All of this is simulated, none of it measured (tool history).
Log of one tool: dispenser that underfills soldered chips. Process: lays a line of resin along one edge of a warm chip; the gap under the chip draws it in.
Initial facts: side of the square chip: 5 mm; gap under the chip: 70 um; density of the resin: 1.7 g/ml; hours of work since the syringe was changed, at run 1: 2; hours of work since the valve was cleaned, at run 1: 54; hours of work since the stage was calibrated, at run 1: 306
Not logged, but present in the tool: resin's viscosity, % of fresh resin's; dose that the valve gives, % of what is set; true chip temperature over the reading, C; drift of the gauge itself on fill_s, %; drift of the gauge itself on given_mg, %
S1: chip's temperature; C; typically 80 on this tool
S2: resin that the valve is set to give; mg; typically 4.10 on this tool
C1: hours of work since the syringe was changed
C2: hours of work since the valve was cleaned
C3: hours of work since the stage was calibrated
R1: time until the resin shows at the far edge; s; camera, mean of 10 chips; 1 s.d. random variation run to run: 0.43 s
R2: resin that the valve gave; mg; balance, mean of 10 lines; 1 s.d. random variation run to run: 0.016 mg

run   hour  S1    S2  C1  C2   C3    R1    R2
  1    0.0  80  4.10   2  54  306  33.9  4.04
       4.8  -- new syringe of resin
      12.4  -- new syringe of resin
  2   14.0  80  4.10   1  65  317  32.6  4.01
      20.2  -- new syringe of resin
  3   21.4  80  4.10   1  70  323  32.2  4.02
      28.3  -- new syringe of resin
  4   33.8  80  4.10   4  80  332  41.3  3.99
      36.6  -- new syringe of resin
      37.6  -- dispensing valve cleaned and set on the balance
  5   44.4  80  4.10   5   5  340  45.9  4.08
      45.9  -- new syringe of resin
  6   52.9  80  4.10   6  12  346  45.3  4.06
      54.4  -- new syringe of resin
      62.0  -- new syringe of resin
      69.9  -- new syringe of resin
  7   70.5  80  4.10   1  25  359  30.2  4.05
      78.7  -- new syringe of resin
  8   82.4  80  4.10   3  34  369  36.6  4.06
      86.5  -- new syringe of resin
      94.0  -- new syringe of resin
  9   96.8  80  4.10   2  45  380  34.6  4.04
     101.9  -- new syringe of resin
 10  108.4  80  4.79   5  54  388  42.1  4.71
     110.3  -- new syringe of resin
     118.1  -- new syringe of resin
 11  118.4  72  4.79   0  62  396  39.7  4.69
     126.1  -- new syringe of resin
 12  133.2  67  4.10   6  73  407  75.3  4.04
     135.0  -- new syringe of resin
     142.7  -- new syringe of resin
     145.5  -- dispensing valve cleaned and set on the balance
 13  145.5  67  4.10   1   0  416  52.4  4.11
     151.2  -- new syringe of resin
     159.4  -- new syringe of resin
 14  162.8  80  4.56   3  13  429  34.5  4.58
     167.1  -- new syringe of resin
 15  173.7  80  4.10   5  22  437  43.7  4.05
     175.3  -- new syringe of resin
     182.8  -- new syringe of resin
 16  188.3  80  4.10   4  33  449  40.0  4.07
     190.2  -- new syringe of resin
     198.5  -- new syringe of resin
 17  201.5  80  3.68   2  43  459  34.4  3.66
     206.2  -- new syringe of resin
     214.2  -- new syringe of resin
 18  217.1  76  3.68   2  55  471  40.5  3.61
     221.7  -- new syringe of resin
     230.0  -- new syringe of resin
 19  234.0  76  3.68   3  68  483  43.9  3.60
     237.9  -- new syringe of resin
     240.5  -- stage's temperature calibrated
 20  245.7  79  3.75   5  76    4  52.9  3.66
     247.3  -- new syringe of resin
     255.0  -- dispensing valve cleaned and set on the balance
 21  255.2  77  4.63   5   0   11  54.8  4.63
     256.7  -- new syringe of resin
     264.8  -- new syringe of resin
 22  266.6  77  4.63   1   9   19  38.5  4.65
     272.7  -- new syringe of resin
 23  276.5  70  4.80   3  16   27  58.5  4.80
     280.3  -- new syringe of resin
 24  284.9  92  3.88   4  23   33  27.4  3.83
     287.9  -- new syringe of resin
     296.5  -- new syringe of resin
 25  297.1  76  5.08   0  32   42  36.6  5.05
     303.9  -- new syringe of resin
     312.2  -- new syringe of resin
 26  313.7  66  5.08   1  45   55  56.8  5.02
     320.0  -- new syringe of resin
 27  325.0  66  5.08   4  53   64  73.5  4.99
     328.3  -- new syringe of resin
     336.7  -- new syringe of resin
 28  341.9  94  3.67   4  66   77  26.1  3.60
     344.2  -- new syringe of resin
     352.7  -- new syringe of resin
 29  357.0  94  3.67   3  78   88  24.9  3.57
     360.4  -- new syringe of resin
     363.3  -- dispensing valve cleaned and set on the balance
     369.0  -- new syringe of resin
 30  372.2  91  4.08   3   7   99  26.0  4.08
     377.1  -- new syringe of resin
     384.8  -- new syringe of resin
 31  387.5  88  4.28   2  18  111  26.9  4.26
     392.2  -- new syringe of resin
 32  397.4  74  3.73   4  26  118  55.5  3.73
     400.2  -- new syringe of resin
     408.7  -- new syringe of resin
 33  409.4  91  4.09   1  35  127  21.2  4.06

Below are 4 alternative next runs, each starting from the tool's condition after run 33. Predict each:
     416.3  -- new syringe of resin
     424.1  -- new syringe of resin
  A  424.4  91  4.09   0  47  139   ?   ?
     416.3  -- new syringe of resin
     424.1  -- new syringe of resin
  B  424.4  94  4.09   0  47  139   ?   ?
     416.3  -- new syringe of resin
     424.1  -- new syringe of resin
  C  424.4  91  3.99   0  47  139   ?   ?
     416.3  -- new syringe of resin
     424.1  -- new syringe of resin
  D  424.4  80  3.64   0  47  139   ?   ?

run    R1    R2
  A  20.3  4.05
  B  17.7  4.05
  C  20.5  3.94
  D  32.1  3.60
Without the tool's hidden state the same runs would have given:
run    R1    R2
  A  20.6  4.09
  B  17.9  4.10
  C  20.7  3.98
  D  32.6  3.65

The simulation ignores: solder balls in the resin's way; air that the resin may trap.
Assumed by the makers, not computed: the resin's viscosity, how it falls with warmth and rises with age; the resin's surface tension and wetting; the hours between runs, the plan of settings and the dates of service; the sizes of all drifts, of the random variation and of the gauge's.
